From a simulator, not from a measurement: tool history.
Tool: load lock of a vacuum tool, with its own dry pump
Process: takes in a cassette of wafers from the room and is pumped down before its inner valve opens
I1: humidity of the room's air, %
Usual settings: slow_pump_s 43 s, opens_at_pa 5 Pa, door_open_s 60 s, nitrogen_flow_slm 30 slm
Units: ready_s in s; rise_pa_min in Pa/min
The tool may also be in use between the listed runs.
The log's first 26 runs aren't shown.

run 27 hour=1975.4 | slow_pump_s=43 opens_at_pa=5 door_open_s=60 nitrogen_flow_slm=39 | I1=45.4 | ready_s=107.2 rise_pa_min=0.024
run 28 hour=2048.7 | slow_pump_s=28 opens_at_pa=5 door_open_s=60 nitrogen_flow_slm=11 | I1=43.6 | ready_s=94.4 rise_pa_min=0.033
run 29 hour=2131.1 | slow_pump_s=43 opens_at_pa=4 door_open_s=60 nitrogen_flow_slm=33 | I1=47 | ready_s=108.9 rise_pa_min=0.028
run 30 hour=2214 | slow_pump_s=27 opens_at_pa=4 door_open_s=60 nitrogen_flow_slm=33 | I1=41.5 | ready_s=97 rise_pa_min=0.024
run 31 hour=2277.7 | slow_pump_s=43 opens_at_pa=5 door_open_s=42 nitrogen_flow_slm=13 | I1=45.6 | ready_s=106.1 rise_pa_min=0.031
run 32 hour=2327.6 | slow_pump_s=43 opens_at_pa=5 door_open_s=128 nitrogen_flow_slm=30 | I1=45 | ready_s=107.6 rise_pa_min=0.041
run 33 hour=2370.5 | slow_pump_s=43 opens_at_pa=5 door_open_s=128 nitrogen_flow_slm=30 | I1=43.1 | ready_s=107.9 rise_pa_min=0.045
run 34 hour=2430.3 | slow_pump_s=43 opens_at_pa=5 door_open_s=60 nitrogen_flow_slm=30 | I1=46.3 | ready_s=105.8 rise_pa_min=0.027

5 ways to go on from here, each from the tool as it stands after run 34. What would each give?
run A hour=2492.3 | slow_pump_s=43 opens_at_pa=5 door_open_s=44 nitrogen_flow_slm=44 | I1=47 | ready_s=? rise_pa_min=?
run B hour=2492.3 | slow_pump_s=28 opens_at_pa=5 door_open_s=26 nitrogen_flow_slm=4 | I1=42.7 | ready_s=? rise_pa_min=?
run C hour=2492.3 | slow_pump_s=43 opens_at_pa=8 door_open_s=60 nitrogen_flow_slm=30 | I1=43.9 | ready_s=? rise_pa_min=?
run D hour=2492.3 | slow_pump_s=38 opens_at_pa=5 door_open_s=60 nitrogen_flow_slm=30 | I1=43 | ready_s=? rise_pa_min=?
run E hour=2492.3 | slow_pump_s=43 opens_at_pa=5 door_open_s=216 nitrogen_flow_slm=6 | I1=43.8 | ready_s=? rise_pa_min=?

run=A ready_s=106.8 rise_pa_min=0.026
run=B ready_s=96 rise_pa_min=0.026
run=C ready_s=102.5 rise_pa_min=0.033
run=D ready_s=103 rise_pa_min=0.031
run=E ready_s=108 rise_pa_min=0.092
Without the tool's hidden state the same runs would have given:
run=A ready_s=103 rise_pa_min=0.017
run=B ready_s=92 rise_pa_min=0.017
run=C ready_s=99 rise_pa_min=0.024
run=D ready_s=99.2 rise_pa_min=0.022
run=E ready_s=104.3 rise_pa_min=0.083
